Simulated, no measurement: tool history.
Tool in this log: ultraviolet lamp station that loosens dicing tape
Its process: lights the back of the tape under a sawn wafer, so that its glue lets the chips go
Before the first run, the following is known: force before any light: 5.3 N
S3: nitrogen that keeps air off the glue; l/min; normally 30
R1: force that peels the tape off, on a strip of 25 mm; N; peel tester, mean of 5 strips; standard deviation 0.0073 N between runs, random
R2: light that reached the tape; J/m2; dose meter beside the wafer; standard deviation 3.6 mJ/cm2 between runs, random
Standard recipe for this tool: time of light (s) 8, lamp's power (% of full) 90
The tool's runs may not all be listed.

Run 1, hour 0.0: usual settings. Result: R1 0.324 N, R2 5400 J/m2.
Run 2, hour 8.2: usual settings. Result: R1 0.325 N, R2 5500 J/m2.
Run 3, hour 16.8: usual settings. Result: R1 0.317 N, R2 5420 J/m2.
Run 4, hour 26.3: usual settings but time of light (s) 14. Result: R1 0.160 N, R2 9360 J/m2.
Run 5, hour 38.7: usual settings but S3 26 l/min. Result: R1 0.358 N, R2 5340 J/m2.
Run 6, hour 47.5: usual settings but S3 10 l/min. Result: R1 0.610 N, R2 5390 J/m2.
Run 7, hour 53.6: usual settings but S3 10 l/min. Result: R1 0.605 N, R2 5350 J/m2.
At hour 61.6: window cleaned of glue's vapour.
Run 8, hour 61.6: usual settings. Result: R1 0.301 N, R2 5590 J/m2.
Run 9, hour 73.4: usual settings. Result: R1 0.293 N, R2 5570 J/m2.
Run 10, hour 84.4: usual settings. Result: R1 0.301 N, R2 5550 J/m2.
Run 11, hour 95.3: usual settings but lamp's power (% of full) 80. Result: R1 0.378 N, R2 4890 J/m2.
Run 12, hour 100.5: usual settings but lamp's power (% of full) 80, S3 14 l/min. Result: R1 0.581 N, R2 4900 J/m2.
Run 13, hour 112.6: usual settings but time of light (s) 10. Result: R1 0.211 N, R2 6900 J/m2.
Run 14, hour 121.5: usual settings but time of light (s) 10. Result: R1 0.212 N, R2 6820 J/m2.
Run 15, hour 132.8: usual settings but time of light (s) 10. Result: R1 0.217 N, R2 6890 J/m2.
Run 16, hour 145.4: usual settings but time of light (s) 10, lamp's power (% of full) 91. Result: R1 0.210 N, R2 6820 J/m2.
Run 17, hour 153.2: usual settings but time of light (s) 10, lamp's power (% of full) 91. Result: R1 0.214 N, R2 6870 J/m2.
Run 18, hour 158.8: usual settings but time of light (s) 10, lamp's power (% of full) 91. Result: R1 0.210 N, R2 6790 J/m2.
Run 19, hour 170.0: usual settings but time of light (s) 15, lamp's power (% of full) 91. Result: R1 0.149 N, R2 10170 J/m2.
Run 20, hour 180.3: usual settings but time of light (s) 15, lamp's power (% of full) 91. Result: R1 0.145 N, R2 10290 J/m2.
Run 21, hour 187.9: usual settings but S3 9 l/min. Result: R1 0.657 N, R2 5450 J/m2.
Run 22, hour 198.5: usual settings but S3 9 l/min. Result: R1 0.662 N, R2 5390 J/m2.
Run 23, hour 205.7: usual settings but S3 9 l/min. Result: R1 0.655 N, R2 5340 J/m2.
Run 24, hour 212.2: usual settings but S3 9 l/min. Result: R1 0.659 N, R2 5310 J/m2.
Run 25, hour 223.0: usual settings but time of light (s) 13, lamp's power (% of full) 75, S3 19 l/min. Result: R1 0.249 N, R2 7180 J/m2.
Run 26, hour 235.5: usual settings but time of light (s) 13, lamp's power (% of full) 75, S3 13 l/min. Result: R1 0.300 N, R2 7190 J/m2.
Run 27, hour 247.3: usual settings but time of light (s) 11, lamp's power (% of full) 69, S3 11 l/min. Result: R1 0.549 N, R2 5550 J/m2.
Run 28, hour 259.2: usual settings but time of light (s) 11, lamp's power (% of full) 69, S3 11 l/min. Result: R1 0.546 N, R2 5620 J/m2.
Run 29, hour 270.1: usual settings but lamp's power (% of full) 81, S3 44 l/min. Result: R1 0.346 N, R2 4730 J/m2.
Run 30, hour 280.6: usual settings but time of light (s) 11, lamp's power (% of full) 66, S3 33 l/min. Result: R1 0.309 N, R2 5320 J/m2.
Run 31, hour 286.2: usual settings but time of light (s) 11, lamp's power (% of full) 66, S3 33 l/min. Result: R1 0.322 N, R2 5270 J/m2.
Run 32, hour 293.0: usual settings but time of light (s) 15, lamp's power (% of full) 76, S3 47 l/min. Result: R1 0.155 N, R2 8230 J/m2.
Run 33, hour 301.5: usual settings but time of light (s) 15, lamp's power (% of full) 76, S3 47 l/min. Result: R1 0.151 N, R2 8360 J/m2.
Run 34, hour 312.0: usual settings but time of light (s) 7, S3 31 l/min. Result: R1 0.450 N, R2 4480 J/m2.
Run 35, hour 318.9: usual settings but time of light (s) 7, S3 31 l/min. Result: R1 0.445 N, R2 4510 J/m2.
Run 36, hour 324.2: usual settings but time of light (s) 4, lamp's power (% of full) 83, S3 25 l/min. Result: R1 1.393 N, R2 2370 J/m2.
Run 37, hour 336.4: usual settings but time of light (s) 4, lamp's power (% of full) 83, S3 25 l/min. Result: R1 1.397 N, R2 2370 J/m2.
Run 38, hour 342.3: usual settings but time of light (s) 4, lamp's power (% of full) 99, S3 23 l/min. Result: R1 1.169 N, R2 2820 J/m2.
Run 39, hour 352.4: usual settings but time of light (s) 4, lamp's power (% of full) 99, S3 23 l/min. Result: R1 1.144 N, R2 2880 J/m2.
Run 40, hour 357.7: usual settings but time of light (s) 10, lamp's power (% of full) 78, S3 9 l/min. Result: R1 0.593 N, R2 5470 J/m2.
Run 41, hour 366.7: usual settings but time of light (s) 16, lamp's power (% of full) 66, S3 15 l/min. Result: R1 0.244 N, R2 7470 J/m2.
Run 42, hour 372.4: usual settings but time of light (s) 13, lamp's power (% of full) 66, S3 57 l/min. Result: R1 0.208 N, R2 6060 J/m2.
Run 43, hour 384.5: usual settings but time of light (s) 13, lamp's power (% of full) 66, S3 57 l/min. Result: R1 0.210 N, R2 6010 J/m2.

Predict each of these 3 candidate next runs independently; none follows another, all start after run 43:
Run A, hour 396.6: usual settings but time of light (s) 4, lamp's power (% of full) 67, S3 26 l/min. Result: R1 ?, R2 ?.
Run B, hour 396.6: usual settings but lamp's power (% of full) 70. Result: R1 ?, R2 ?.
Run C, hour 396.6: usual settings but time of light (s) 13, lamp's power (% of full) 75, S3 32 l/min. Result: R1 ?, R2 ?.

run     R1    R2
  A  1.770  1900
  B  0.616  3910
  C  0.212  6830
What these runs would have given with no unlogged condition in the tool:
run     R1    R2
  A  1.482  2230
  B  0.456  4590
  C  0.174  8010
